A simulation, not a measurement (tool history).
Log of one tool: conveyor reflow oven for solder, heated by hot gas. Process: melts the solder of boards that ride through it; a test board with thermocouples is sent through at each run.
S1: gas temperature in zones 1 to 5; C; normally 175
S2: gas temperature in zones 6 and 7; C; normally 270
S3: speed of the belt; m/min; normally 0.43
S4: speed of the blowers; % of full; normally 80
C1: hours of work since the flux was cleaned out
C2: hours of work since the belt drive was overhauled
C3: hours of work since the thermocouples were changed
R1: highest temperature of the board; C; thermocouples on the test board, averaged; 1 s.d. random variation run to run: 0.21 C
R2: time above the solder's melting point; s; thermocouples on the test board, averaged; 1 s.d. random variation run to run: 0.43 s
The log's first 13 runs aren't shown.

{"run": 14, "hour": 769.3, "S1": 175, "S2": 270, "S3": 0.43, "S4": 80, "C1": 74, "C2": 1206, "C3": 241, "R1": 259.8, "R2": 83.9}
{"run": 15, "hour": 852.9, "S1": 175, "S2": 270, "S3": 0.43, "S4": 80, "C1": 134, "C2": 1265, "C3": 300, "R1": 259.3, "R2": 83.3}
{"run": 16, "hour": 924.7, "S1": 175, "S2": 270, "S3": 0.43, "S4": 80, "C1": 184, "C2": 1316, "C3": 351, "R1": 259, "R2": 83.4}
{"run": 17, "hour": 970.3, "S1": 175, "S2": 270, "S3": 0.516, "S4": 80, "C1": 217, "C2": 1349, "C3": 383, "R1": 253.1, "R2": 64.4}
{"run": 18, "hour": 1005.8, "S1": 173, "S2": 261, "S3": 0.387, "S4": 68, "C1": 242, "C2": 1374, "C3": 409, "R1": 250.7, "R2": 85.1}
{"run": 19, "hour": 1052.4, "S1": 176, "S2": 284, "S3": 0.436, "S4": 79, "C1": 275, "C2": 1407, "C3": 442, "R1": 271.3, "R2": 89}
{"hour": 1089.5, "done": "flux residue cleaned out of gas plates and filters"}
{"run": 20, "hour": 1128.5, "S1": 160, "S2": 261, "S3": 0.355, "S4": 50, "C1": 28, "C2": 1457, "C3": 492, "R1": 249.5, "R2": 83.8}
{"run": 21, "hour": 1168.1, "S1": 189, "S2": 274, "S3": 0.43, "S4": 80, "C1": 56, "C2": 1485, "C3": 520, "R1": 265.8, "R2": 93.9}
{"hour": 1200.2, "done": "belt drive overhauled, speed set with a stopwatch"}
{"run": 22, "hour": 1237.0, "S1": 189, "S2": 274, "S3": 0.43, "S4": 80, "C1": 102, "C2": 26, "C3": 566, "R1": 264.8, "R2": 90}
{"run": 23, "hour": 1276.6, "S1": 165, "S2": 270, "S3": 0.43, "S4": 89, "C1": 130, "C2": 54, "C3": 594, "R1": 259.7, "R2": 76.5}
{"run": 24, "hour": 1339.1, "S1": 175, "S2": 268, "S3": 0.402, "S4": 65, "C1": 174, "C2": 99, "C3": 639, "R1": 256.1, "R2": 83.6}
{"run": 25, "hour": 1382.2, "S1": 175, "S2": 268, "S3": 0.402, "S4": 65, "C1": 205, "C2": 129, "C3": 669, "R1": 256, "R2": 83.2}
{"run": 26, "hour": 1417.9, "S1": 180, "S2": 260, "S3": 0.455, "S4": 62, "C1": 230, "C2": 154, "C3": 694, "R1": 245.4, "R2": 65.1}
{"run": 27, "hour": 1502.1, "S1": 175, "S2": 260, "S3": 0.342, "S4": 80, "C1": 290, "C2": 214, "C3": 754, "R1": 254.1, "R2": 99.9}

Run 28 is up next; what results do you expect?
{"hour": 1516.0, "done": "flux residue cleaned out of gas plates and filters"}
{"hour": 1539.7, "done": "thermocouples of zones 6 and 7 changed"}
{"run": 28, "hour": 1547.9, "S1": 175, "S2": 260, "S3": 0.342, "S4": 80, "C1": 21, "C2": 242, "C3": 6, "R1": "?", "R2": "?"}

Run 28 came out at R1 255 C, R2 101.3 s.
On a tool with no hidden condition, and with the same random variation, this run would have come out at R1 254.5 C, R2 100 s.

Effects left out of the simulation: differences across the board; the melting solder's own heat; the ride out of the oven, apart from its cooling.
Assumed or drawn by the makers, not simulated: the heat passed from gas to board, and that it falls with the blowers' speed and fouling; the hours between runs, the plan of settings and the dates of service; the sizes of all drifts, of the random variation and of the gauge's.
